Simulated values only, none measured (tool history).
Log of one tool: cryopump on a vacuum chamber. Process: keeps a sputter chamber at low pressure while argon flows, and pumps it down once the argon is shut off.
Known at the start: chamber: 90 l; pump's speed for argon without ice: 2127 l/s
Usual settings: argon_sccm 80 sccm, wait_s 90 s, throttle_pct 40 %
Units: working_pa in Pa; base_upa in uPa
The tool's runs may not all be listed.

Run 1, hour 0.0: usual settings. Result: working_pa 0.1619 Pa, base_upa 1.75 uPa.
Run 2, hour 61.1: usual settings but throttle_pct 20 %. Result: working_pa 0.3228 Pa, base_upa 1.81 uPa.
Run 3, hour 118.0: usual settings but throttle_pct 20 %. Result: working_pa 0.3204 Pa, base_upa 1.87 uPa.
Run 4, hour 169.7: usual settings but argon_sccm 114 sccm. Result: working_pa 0.2348 Pa, base_upa 1.93 uPa.
Run 5, hour 237.5: usual settings but argon_sccm 114 sccm. Result: working_pa 0.2359 Pa, base_upa 2.06 uPa.
Run 6, hour 301.3: usual settings. Result: working_pa 0.1677 Pa, base_upa 2.14 uPa.
Run 7, hour 352.5: usual settings. Result: working_pa 0.1682 Pa, base_upa 2.19 uPa.
Run 8, hour 406.7: usual settings but throttle_pct 52 %. Result: working_pa 0.1342 Pa, base_upa 2.28 uPa.
Run 9, hour 487.4: usual settings but throttle_pct 52 %. Result: working_pa 0.1344 Pa, base_upa 2.39 uPa.
Run 10, hour 525.4: usual settings but throttle_pct 52 %. Result: working_pa 0.1365 Pa, base_upa 2.47 uPa.
At hour 566.2: leaking fittings of the chamber tightened, without venting.
Run 11, hour 572.6: usual settings but argon_sccm 90 sccm, wait_s 112 s, throttle_pct 51 %. Result: working_pa 0.1581 Pa, base_upa 0.78 uPa.
Run 12, hour 609.6: usual settings but argon_sccm 90 sccm, wait_s 112 s, throttle_pct 51 %. Result: working_pa 0.1578 Pa, base_upa 0.80 uPa.
Run 13, hour 656.5: usual settings but argon_sccm 34 sccm, wait_s 260 s, throttle_pct 17 %. Result: working_pa 0.1656 Pa, base_upa 0.53 uPa.
At hour 696.2: pump warmed up, emptied and cooled again.
Run 14, hour 729.0: usual settings but argon_sccm 92 sccm, wait_s 83 s. Result: working_pa 0.1863 Pa, base_upa 1.09 uPa.
Run 15, hour 802.1: usual settings but argon_sccm 92 sccm, wait_s 83 s. Result: working_pa 0.1860 Pa, base_upa 1.13 uPa.
Run 16, hour 843.8: usual settings but argon_sccm 92 sccm, wait_s 83 s. Result: working_pa 0.1861 Pa, base_upa 1.18 uPa.
Run 17, hour 913.2: usual settings but argon_sccm 92 sccm, wait_s 83 s. Result: working_pa 0.1872 Pa, base_upa 1.24 uPa.
Run 18, hour 994.5: usual settings but argon_sccm 35 sccm, wait_s 110 s. Result: working_pa 0.0728 Pa, base_upa 1.12 uPa.

Measured less the same run without the tool's hidden state. The same run-to-run variation is in both; the gauge's scatter may not be:
The hidden state here: pump's speed, % of a pump's without ice; cold plate's temperature, K; leak into the chamber, uPa l/s; drift of the gauge itself on working_pa, %; drift of the gauge itself on base_upa, %.
run  working_pa  base_upa
  1     +0.0027     +0.87
  2     +0.0039     +0.96
  3     +0.0049     +1.03
  4     +0.0086     +1.09
  5     +0.0103     +1.21
  6     +0.0086     +1.28
  7     +0.0097     +1.37
  8     +0.0112     +1.44
  9     +0.0129     +1.56
 10     +0.0139     +1.64
 11     +0.0170     +0.04
 12     +0.0180     +0.08
 13     +0.0073     +0.14
 14     +0.0014     +0.15
 15     +0.0030     +0.22
 16     +0.0038     +0.26
 17     +0.0053     +0.33
 18     +0.0027     +0.43
